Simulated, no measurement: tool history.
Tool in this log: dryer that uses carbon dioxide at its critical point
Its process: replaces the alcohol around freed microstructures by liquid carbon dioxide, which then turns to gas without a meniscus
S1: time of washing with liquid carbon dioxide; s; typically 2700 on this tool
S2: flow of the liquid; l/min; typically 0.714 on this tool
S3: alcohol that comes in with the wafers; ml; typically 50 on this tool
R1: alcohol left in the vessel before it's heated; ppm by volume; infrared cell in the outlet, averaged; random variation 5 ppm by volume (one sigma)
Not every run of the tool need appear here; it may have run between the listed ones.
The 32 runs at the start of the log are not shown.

run    hour    S1     S2  S3   R1
 33   921.9  4140  0.604  61  102
 34   943.3  2700  0.714  82  129
 35   961.2  2700  0.714  82  128
 36   993.5  2700  0.714  22  107
     1025.0  -- inlet filter changed
 37  1028.8  2700  0.714  22  118
 38  1050.1  4020  0.714  22  115
 39  1080.0  2820  0.621  60  134
 40  1115.5  2820  0.621  60  137
     1150.6  -- purifier's bed changed
 41  1150.6  2820  0.621  60   36
 42  1171.4  2640  0.742  57   16
 43  1189.3  1680  0.742  68  193
 44  1229.2  3360  0.922  43   19
 45  1266.6  3360  0.922  43   20
 46  1298.7  4260  0.922  98   27
 47  1318.5  2340  1.064  75   31

Forecast each of these 3 alternatives for the next run:
  A  1342.0  1740  0.605  50   ?
  B  1342.0  2580  0.531  27   ?
  C  1342.0  4140  0.714  50   ?

run   R1
  A  345
  B   84
  C   33
Without the tool's unlogged condition, the same runs would have read:
run   R1
  A  233
  B   42
  C   12
